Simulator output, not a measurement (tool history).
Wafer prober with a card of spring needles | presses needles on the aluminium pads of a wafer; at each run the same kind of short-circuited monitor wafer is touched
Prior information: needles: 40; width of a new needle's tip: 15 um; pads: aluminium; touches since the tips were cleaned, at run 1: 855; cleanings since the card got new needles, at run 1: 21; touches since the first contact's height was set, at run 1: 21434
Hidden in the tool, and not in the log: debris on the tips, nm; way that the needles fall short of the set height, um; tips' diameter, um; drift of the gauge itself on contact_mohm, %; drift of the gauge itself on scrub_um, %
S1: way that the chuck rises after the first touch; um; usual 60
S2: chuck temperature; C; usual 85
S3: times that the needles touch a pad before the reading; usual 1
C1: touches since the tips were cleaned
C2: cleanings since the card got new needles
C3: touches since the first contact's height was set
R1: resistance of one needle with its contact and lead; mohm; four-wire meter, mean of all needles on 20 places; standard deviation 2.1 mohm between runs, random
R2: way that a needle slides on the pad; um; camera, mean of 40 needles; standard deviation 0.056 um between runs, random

run,hour,S1,S2,S3,C1,C2,C3,R1,R2
1,0,60,85,1,855,21,21434,232,14.75
# hour 16.2: tips cleaned on abrasive film
# hour 32.4: tips cleaned on abrasive film
# hour 52.3: tips cleaned on abrasive film
2,66.8,60,85,1,6156,24,49731,242,14.63
# hour 70.9: tips cleaned on abrasive film
# hour 91.2: tips cleaned on abrasive film
# hour 111.4: tips cleaned on abrasive film
# hour 131.7: tips cleaned on abrasive film
# hour 147.9: tips cleaned on abrasive film
3,156,60,85,1,3446,29,87475,238,14.47
# hour 168: tips cleaned on abrasive film
# hour 184.2: tips cleaned on abrasive film
# hour 200.5: tips cleaned on abrasive film
# hour 220.5: tips cleaned on abrasive film
4,222.5,60,85,1,857,33,115576,230,14.4
# hour 238.7: tips cleaned on abrasive film
# hour 258.6: tips cleaned on abrasive film
# hour 278.5: tips cleaned on abrasive film
# hour 290.9: height of the first contact set anew
# hour 295.1: tips cleaned on abrasive film
5,298.4,60,85,1,1424,37,3139,235,14.7
# hour 314.3: tips cleaned on abrasive film
# hour 330.6: tips cleaned on abrasive film
6,340.5,60,85,1,4218,39,20955,240,14.58
# hour 348.6: tips cleaned on abrasive film
# hour 368.8: tips cleaned on abrasive film
# hour 388.8: tips cleaned on abrasive film
7,392.6,60,85,2,1623,42,43008,230,14.59
# hour 408.8: tips cleaned on abrasive film
# hour 429.1: tips cleaned on abrasive film
# hour 445.3: tips cleaned on abrasive film
# hour 465.6: tips cleaned on abrasive film
# hour 481.8: tips cleaned on abrasive film
8,482.7,60,85,2,369,47,81106,229,14.58
# hour 498.9: tips cleaned on abrasive film
# hour 519.1: tips cleaned on abrasive film
# hour 539.3: tips cleaned on abrasive film
# hour 555.5: tips cleaned on abrasive film
9,563,60,85,2,3160,51,115102,236,14.34
# hour 575.2: tips cleaned on abrasive film
# hour 591.4: tips cleaned on abrasive film
# hour 607.6: tips cleaned on abrasive film
# hour 627.6: tips cleaned on abrasive film
10,627.6,60,85,2,0,55,142433,231,14.19
# hour 631.9: height of the first contact set anew
# hour 648.2: tips cleaned on abrasive film
# hour 668.4: tips cleaned on abrasive film
# hour 688.3: tips cleaned on abrasive film
11,698.5,60,85,1,4339,58,28197,241,14.67
# hour 706.7: tips cleaned on abrasive film
# hour 722.9: tips cleaned on abrasive film
# hour 742.9: tips cleaned on abrasive film
# hour 759.1: tips cleaned on abrasive film
12,769,60,85,1,4214,62,58012,244,14.65
# hour 777.2: tips cleaned on abrasive film
# hour 797.2: tips cleaned on abrasive film
# hour 813.4: tips cleaned on abrasive film
# hour 833.6: tips cleaned on abrasive film
# hour 849.8: tips cleaned on abrasive film
13,851.1,62,85,1,554,67,92754,233,14.99
# hour 867.4: tips cleaned on abrasive film
# hour 887.4: tips cleaned on abrasive film
# hour 906.1: tips cleaned on abrasive film
14,906.1,62,85,1,0,70,115986,231,14.9
# hour 926.3: tips cleaned on abrasive film
# hour 946.4: tips cleaned on abrasive film
15,950.6,62,51,1,1807,72,134855,231,14.92
# hour 962.8: tips cleaned on abrasive film
# hour 975.2: height of the first contact set anew
# hour 979.3: tips cleaned on abrasive film
# hour 995.5: tips cleaned on abrasive film
# hour 1015.5: tips cleaned on abrasive film
# hour 1032.3: tips cleaned on abrasive film
16,1032.3,62,51,1,0,77,24141,218,15.18
# hour 1052.5: tips cleaned on abrasive film
# hour 1072.7: tips cleaned on abrasive film
# hour 1088.9: tips cleaned on abrasive film
# hour 1106.1: tips cleaned on abrasive film
17,1106.1,42,79,3,0,81,55367,233,10.21
# hour 1122.3: tips cleaned on abrasive film
# hour 1142.6: tips cleaned on abrasive film
# hour 1158.8: tips cleaned on abrasive film
# hour 1179: tips cleaned on abrasive film
18,1181.9,56,85,1,1238,85,87461,232,13.6
# hour 1198.2: tips cleaned on abrasive film
# hour 1214.4: tips cleaned on abrasive film
# hour 1230.6: tips cleaned on abrasive film
19,1239.5,60,55,3,3778,88,111818,225,14.4
# hour 1247.5: tips cleaned on abrasive film
# hour 1267.4: tips cleaned on abrasive film
# hour 1283.6: tips cleaned on abrasive film
# hour 1303.9: tips cleaned on abrasive film
# hour 1316.3: height of the first contact set anew
# hour 1324.4: tips cleaned on abrasive film
20,1326.4,60,55,3,844,93,4274,222,14.73
# hour 1342.6: tips cleaned on abrasive film
# hour 1362.6: tips cleaned on abrasive film
21,1367.9,60,82,1,2249,95,21842,234,14.69

The next listed run, before its measurement:
# hour 1380.1: tips cleaned on abrasive film
# hour 1400: tips cleaned on abrasive film
22,1411.4,60,82,1,4834,97,40241,?,?

Logged for run 22: R1 241 mohm, R2 14.65 um.
Minus the tool's unlogged condition, the same run would have read R1 222 mohm, R2 14.77 um.
